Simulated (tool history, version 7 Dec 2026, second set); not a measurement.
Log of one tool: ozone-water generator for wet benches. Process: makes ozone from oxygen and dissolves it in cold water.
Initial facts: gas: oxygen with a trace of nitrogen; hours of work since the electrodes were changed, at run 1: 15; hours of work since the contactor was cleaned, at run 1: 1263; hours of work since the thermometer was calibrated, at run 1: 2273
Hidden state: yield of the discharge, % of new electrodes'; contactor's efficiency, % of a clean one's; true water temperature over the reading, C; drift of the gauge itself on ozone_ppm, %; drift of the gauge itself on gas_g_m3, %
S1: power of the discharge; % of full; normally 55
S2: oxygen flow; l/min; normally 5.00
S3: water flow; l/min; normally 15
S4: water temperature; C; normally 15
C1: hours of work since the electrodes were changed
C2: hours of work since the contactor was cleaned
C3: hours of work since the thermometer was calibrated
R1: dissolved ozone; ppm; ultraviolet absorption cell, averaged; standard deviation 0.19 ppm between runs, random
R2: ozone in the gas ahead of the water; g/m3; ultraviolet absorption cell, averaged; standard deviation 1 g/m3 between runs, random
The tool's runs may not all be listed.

Run 1, hour 0.0: usual settings; C1 15; C2 1263; C3 2273. Result: R1 26.0 ppm, R2 180.8 g/m3.
Run 2, hour 75.7: usual settings; C1 71; C2 1320; C3 2330. Result: R1 25.7 ppm, R2 182.0 g/m3.
Run 3, hour 123.1: usual settings; C1 107; C2 1355; C3 2365. Result: R1 25.9 ppm, R2 182.8 g/m3.
Run 4, hour 203.7: usual settings; C1 167; C2 1415; C3 2425. Result: R1 25.6 ppm, R2 182.2 g/m3.
Run 5, hour 239.8: usual settings; C1 194; C2 1442; C3 2452. Result: R1 25.6 ppm, R2 180.1 g/m3.
Run 6, hour 303.9: usual settings; C1 242; C2 1490; C3 2500. Result: R1 25.7 ppm, R2 181.9 g/m3.
Run 7, hour 344.8: usual settings; C1 272; C2 1521; C3 2531. Result: R1 25.9 ppm, R2 180.8 g/m3.
Run 8, hour 399.2: usual settings; C1 313; C2 1561; C3 2571. Result: R1 25.8 ppm, R2 182.2 g/m3.
Run 9, hour 473.3: usual settings; C1 368; C2 1616; C3 2627. Result: R1 25.6 ppm, R2 181.4 g/m3.
Run 10, hour 538.0: usual settings but S3 22 l/min; C1 416; C2 1665; C3 2675. Result: R1 19.1 ppm, R2 179.8 g/m3.
Run 11, hour 619.6: usual settings but S3 22 l/min; C1 477; C2 1726; C3 2736. Result: R1 19.1 ppm, R2 182.3 g/m3.
Run 12, hour 661.1: usual settings but S1 62 % of full; C1 508; C2 1757; C3 2767. Result: R1 26.7 ppm, R2 190.7 g/m3.
Run 13, hour 700.9: usual settings but S1 62 % of full; C1 538; C2 1786; C3 2796. Result: R1 27.0 ppm, R2 191.3 g/m3.
Run 14, hour 770.3: usual settings; C1 589; C2 1838; C3 2848. Result: R1 25.4 ppm, R2 178.0 g/m3.
Run 15, hour 816.4: usual settings; C1 624; C2 1872; C3 2882. Result: R1 25.1 ppm, R2 176.7 g/m3.
Run 16, hour 889.1: usual settings; C1 678; C2 1927; C3 2937. Result: R1 25.3 ppm, R2 178.0 g/m3.
Run 17, hour 942.9: usual settings but S4 21 C; C1 718; C2 1967; C3 2977. Result: R1 22.8 ppm, R2 179.3 g/m3.
Run 18, hour 987.8: usual settings but S4 10 C; C1 752; C2 2000; C3 3010. Result: R1 26.7 ppm, R2 177.3 g/m3.
Run 19, hour 1049.9: usual settings but S3 11 l/min, S4 10 C; C1 798; C2 2047; C3 3057. Result: R1 32.5 ppm, R2 177.1 g/m3.
Run 20, hour 1119.3: usual settings but S2 7.01 l/min, S3 11 l/min, S4 10 C; C1 850; C2 2098; C3 3108. Result: R1 31.4 ppm, R2 145.7 g/m3.
Run 21, hour 1172.4: usual settings but S4 21 C; C1 890; C2 2138; C3 3148. Result: R1 22.6 ppm, R2 175.8 g/m3.
Run 22, hour 1226.4: usual settings but S3 10 l/min; C1 930; C2 2178; C3 3188. Result: R1 30.9 ppm, R2 177.3 g/m3.
Run 23, hour 1269.1: usual settings but S3 10 l/min; C1 962; C2 2210; C3 3220. Result: R1 31.2 ppm, R2 177.8 g/m3.
Run 24, hour 1346.9: usual settings but S1 54 % of full, S2 6.18 l/min, S3 10 l/min, S4 9 C; C1 1020; C2 2268; C3 3278. Result: R1 33.3 ppm, R2 154.3 g/m3.
Run 25, hour 1416.5: usual settings but S1 54 % of full, S2 6.18 l/min, S3 10 l/min, S4 9 C; C1 1072; C2 2320; C3 3330. Result: R1 33.5 ppm, R2 154.7 g/m3.
Run 26, hour 1480.4: usual settings but S1 54 % of full, S2 6.18 l/min, S3 11 l/min, S4 9 C; C1 1119; C2 2368; C3 3378. Result: R1 31.7 ppm, R2 154.6 g/m3.
Run 27, hour 1517.5: usual settings but S1 71 % of full, S2 6.20 l/min; C1 1147; C2 2396; C3 3406. Result: R1 27.7 ppm, R2 180.0 g/m3.
Run 28, hour 1577.9: usual settings but S1 59 % of full, S3 18 l/min; C1 1192; C2 2441; C3 3451. Result: R1 22.3 ppm, R2 181.4 g/m3.
Run 29, hour 1640.5: usual settings but S1 59 % of full, S3 18 l/min; C1 1239; C2 2487; C3 3497. Result: R1 22.2 ppm, R2 181.5 g/m3.
At hour 1686.6: water thermometer calibrated.
Run 30, hour 1723.1: usual settings but S2 4.73 l/min; C1 1300; C2 2549; C3 27. Result: R1 24.3 ppm, R2 181.0 g/m3.
Run 31, hour 1772.4: usual settings but S2 6.16 l/min, S3 20 l/min; C1 1337; C2 2585; C3 64. Result: R1 19.5 ppm, R2 152.9 g/m3.
Run 32, hour 1820.1: usual settings but S1 88 % of full, S2 3.61 l/min, S3 12 l/min; C1 1372; C2 2621; C3 100. Result: R1 36.7 ppm, R2 273.3 g/m3.
Run 33, hour 1894.7: usual settings but S1 88 % of full, S2 3.61 l/min, S3 12 l/min, S4 10 C; C1 1428; C2 2677; C3 155. Result: R1 39.7 ppm, R2 270.2 g/m3.
Run 34, hour 1928.3: usual settings but S1 88 % of full, S2 3.61 l/min, S3 11 l/min, S4 16 C; C1 1453; C2 2702; C3 180. Result: R1 38.2 ppm, R2 270.4 g/m3.

Pick out some run-to-run changes in R1. Of each, how much would a tool without hidden state show as well, from the settings, what came in and chance, and how much is left for the hidden state and any gauge scatter not in both results compared?
Run 20 -> 21: S2 7.01 -> 5.00, S3 11 -> 15, S4 10 -> 21. R1 -8.8 ppm: hidden state +0.4, all else -9.2.
Run 21 -> 22: S3 15 -> 10, S4 21 -> 15. R1 +8.3 ppm: hidden state -0.5, all else +8.8.
Run 27 -> 28: S1 71 -> 59, S2 6.20 -> 5.00, S3 15 -> 18. R1 -5.4 ppm: hidden state +0.5, all else -5.9.
Run 31 -> 32: S1 55 -> 88, S2 6.16 -> 3.61, S3 20 -> 12. R1 +17.2 ppm: hidden state -2.1, all else +19.3.
